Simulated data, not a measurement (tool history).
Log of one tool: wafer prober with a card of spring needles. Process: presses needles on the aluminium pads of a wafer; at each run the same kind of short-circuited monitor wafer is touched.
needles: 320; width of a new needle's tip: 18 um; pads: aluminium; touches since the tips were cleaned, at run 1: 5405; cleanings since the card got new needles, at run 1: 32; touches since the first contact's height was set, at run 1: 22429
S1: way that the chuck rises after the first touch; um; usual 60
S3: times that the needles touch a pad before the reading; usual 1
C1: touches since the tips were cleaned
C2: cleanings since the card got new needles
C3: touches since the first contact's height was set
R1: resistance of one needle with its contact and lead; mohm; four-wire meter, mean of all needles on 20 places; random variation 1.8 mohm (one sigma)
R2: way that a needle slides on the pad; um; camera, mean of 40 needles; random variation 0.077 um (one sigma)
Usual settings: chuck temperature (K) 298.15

run 1 hour=0.0 | S1=60 chuck_temperature_(K)=298.15 S3=1 | C1=5405 C2=32 C3=22429 | R1=285 R2=11.20
-- hour=6.1 tips cleaned on abrasive film
run 2 hour=11.0 | S1=60 chuck_temperature_(K)=298.15 S3=1 | C1=1432 C2=33 C3=25629 | R1=328 R2=11.15
-- hour=29.9 tips cleaned on abrasive film
run 3 hour=31.6 | S1=60 chuck_temperature_(K)=298.15 S3=1 | C1=504 C2=34 C3=31620 | R1=211 R2=11.17
run 4 hour=42.7 | S1=60 chuck_temperature_(K)=298.15 S3=1 | C1=3745 C2=34 C3=34861 | R1=265 R2=11.14
-- hour=53.6 tips cleaned on abrasive film
run 5 hour=57.8 | S1=60 chuck_temperature_(K)=298.15 S3=1 | C1=1229 C2=35 C3=39251 | R1=233 R2=11.22
run 6 hour=71.7 | S1=79 chuck_temperature_(K)=298.15 S3=1 | C1=5288 C2=35 C3=43310 | R1=245 R2=14.65
-- hour=77.5 tips cleaned on abrasive film
run 7 hour=87.9 | S1=60 chuck_temperature_(K)=298.15 S3=1 | C1=3027 C2=36 C3=48022 | R1=257 R2=11.13
-- hour=90.2 tips cleaned on abrasive film, once more
run 8 hour=103.0 | S1=60 chuck_temperature_(K)=298.15 S3=1 | C1=3758 C2=37 C3=52421 | R1=267 R2=11.10
-- hour=113.8 tips cleaned on abrasive film
run 9 hour=122.1 | S1=60 chuck_temperature_(K)=298.15 S3=1 | C1=2416 C2=38 C3=57969 | R1=257 R2=11.23
-- hour=138.1 tips cleaned on abrasive film
run 10 hour=141.0 | S1=71 chuck_temperature_(K)=298.15 S3=1 | C1=868 C2=39 C3=63481 | R1=212 R2=13.20
-- hour=162.4 tips cleaned on abrasive film
run 11 hour=162.8 | S1=55 chuck_temperature_(K)=298.15 S3=1 | C1=139 C2=40 C3=69827 | R1=203 R2=10.14
run 12 hour=177.4 | S1=55 chuck_temperature_(K)=298.15 S3=1 | C1=4389 C2=40 C3=74077 | R1=292 R2=10.01
-- hour=186.8 tips cleaned on abrasive film
run 13 hour=188.6 | S1=55 chuck_temperature_(K)=298.15 S3=1 | C1=539 C2=41 C3=77335 | R1=217 R2=9.94
-- hour=211.1 tips cleaned on abrasive film
run 14 hour=212.3 | S1=55 chuck_temperature_(K)=394.15 S3=1 | C1=341 C2=42 C3=84235 | R1=234 R2=10.13
-- hour=235.1 tips cleaned on abrasive film
run 15 hour=236.4 | S1=55 chuck_temperature_(K)=394.15 S3=1 | C1=384 C2=43 C3=91249 | R1=236 R2=10.05
run 16 hour=248.7 | S1=55 chuck_temperature_(K)=394.15 S3=1 | C1=3991 C2=43 C3=94856 | R1=307 R2=9.98
-- hour=258.5 tips cleaned on abrasive film
run 17 hour=267.0 | S1=55 chuck_temperature_(K)=394.15 S3=1 | C1=2508 C2=44 C3=100191 | R1=275 R2=9.95
-- hour=282.4 tips cleaned on abrasive film
run 18 hour=283.6 | S1=78 chuck_temperature_(K)=301.15 S3=3 | C1=358 C2=45 C3=105009 | R1=191 R2=14.34
run 19 hour=299.8 | S1=78 chuck_temperature_(K)=301.15 S3=3 | C1=5083 C2=45 C3=109734 | R1=208 R2=14.28
-- hour=306.8 tips cleaned on abrasive film
run 20 hour=316.2 | S1=59 chuck_temperature_(K)=301.15 S3=3 | C1=2768 C2=46 C3=114521 | R1=219 R2=10.72
run 21 hour=329.5 | S1=45 chuck_temperature_(K)=298.15 S3=1 | C1=6663 C2=46 C3=118416 | R1=395 R2=8.11
-- hour=331.6 tips cleaned on abrasive film
run 22 hour=348.8 | S1=41 chuck_temperature_(K)=314.15 S3=3 | C1=5035 C2=47 C3=124016 | R1=276 R2=7.19
-- hour=355.7 tips cleaned on abrasive film
run 23 hour=363.1 | S1=41 chuck_temperature_(K)=314.15 S3=3 | C1=2170 C2=48 C3=128170 | R1=249 R2=7.19
-- hour=380.9 tips cleaned on abrasive film
run 24 hour=383.4 | S1=79 chuck_temperature_(K)=302.15 S3=3 | C1=715 C2=49 C3=134075 | R1=195 R2=14.34
run 25 hour=395.9 | S1=79 chuck_temperature_(K)=302.15 S3=3 | C1=4382 C2=49 C3=137742 | R1=212 R2=14.39
-- hour=404.4 tips cleaned on abrasive film
run 26 hour=415.7 | S1=52 chuck_temperature_(K)=302.15 S3=3 | C1=3319 C2=50 C3=143517 | R1=232 R2=9.27
-- hour=429.1 tips cleaned on abrasive film
run 27 hour=437.4 | S1=75 chuck_temperature_(K)=312.15 S3=3 | C1=2417 C2=51 C3=149823 | R1=205 R2=13.55
run 28 hour=448.0 | S1=76 chuck_temperature_(K)=313.15 S3=2 | C1=5501 C2=51 C3=152907 | R1=234 R2=13.81
-- hour=453.9 tips cleaned on abrasive film
run 29 hour=462.6 | S1=40 chuck_temperature_(K)=381.15 S3=1 | C1=2526 C2=52 C3=157156 | R1=343 R2=7.00
-- hour=477.8 tips cleaned on abrasive film
run 30 hour=477.8 | S1=57 chuck_temperature_(K)=358.15 S3=1 | C1=0 C2=53 C3=161589 | R1=216 R2=10.20
run 31 hour=489.2 | S1=45 chuck_temperature_(K)=337.15 S3=3 | C1=3318 C2=53 C3=164907 | R1=256 R2=7.84
-- hour=501.4 tips cleaned on abrasive film
run 32 hour=507.5 | S1=60 chuck_temperature_(K)=317.15 S3=3 | C1=1771 C2=54 C3=170238 | R1=217 R2=10.59
-- hour=526.7 tips cleaned on abrasive film
run 33 hour=530.0 | S1=60 chuck_temperature_(K)=317.15 S3=3 | C1=967 C2=55 C3=176797 | R1=210 R2=10.73

5 ways to go on from here, each from the tool as it stands after run 33. What would each give?
run A hour=542.8 | S1=55 chuck_temperature_(K)=317.15 S3=3 | C1=4710 C2=55 C3=180540 | R1=? R2=?
run B hour=542.8 | S1=44 chuck_temperature_(K)=304.15 S3=1 | C1=4710 C2=55 C3=180540 | R1=? R2=?
run C hour=542.8 | S1=60 chuck_temperature_(K)=307.15 S3=3 | C1=4710 C2=55 C3=180540 | R1=? R2=?
run D hour=542.8 | S1=60 chuck_temperature_(K)=345.15 S3=3 | C1=4710 C2=55 C3=180540 | R1=? R2=?
run E hour=542.8 | S1=69 chuck_temperature_(K)=343.15 S3=1 | C1=4710 C2=55 C3=180540 | R1=? R2=?

run=A R1=241 R2=9.77
run=B R1=387 R2=7.69
run=C R1=231 R2=10.68
run=D R1=236 R2=10.70
run=E R1=272 R2=12.42
Without the tool's hidden state the same runs would have given:
run=A R1=197 R2=10.33
run=B R1=201 R2=8.24
run=C R1=192 R2=11.23
run=D R1=200 R2=11.26
run=E R1=197 R2=12.97
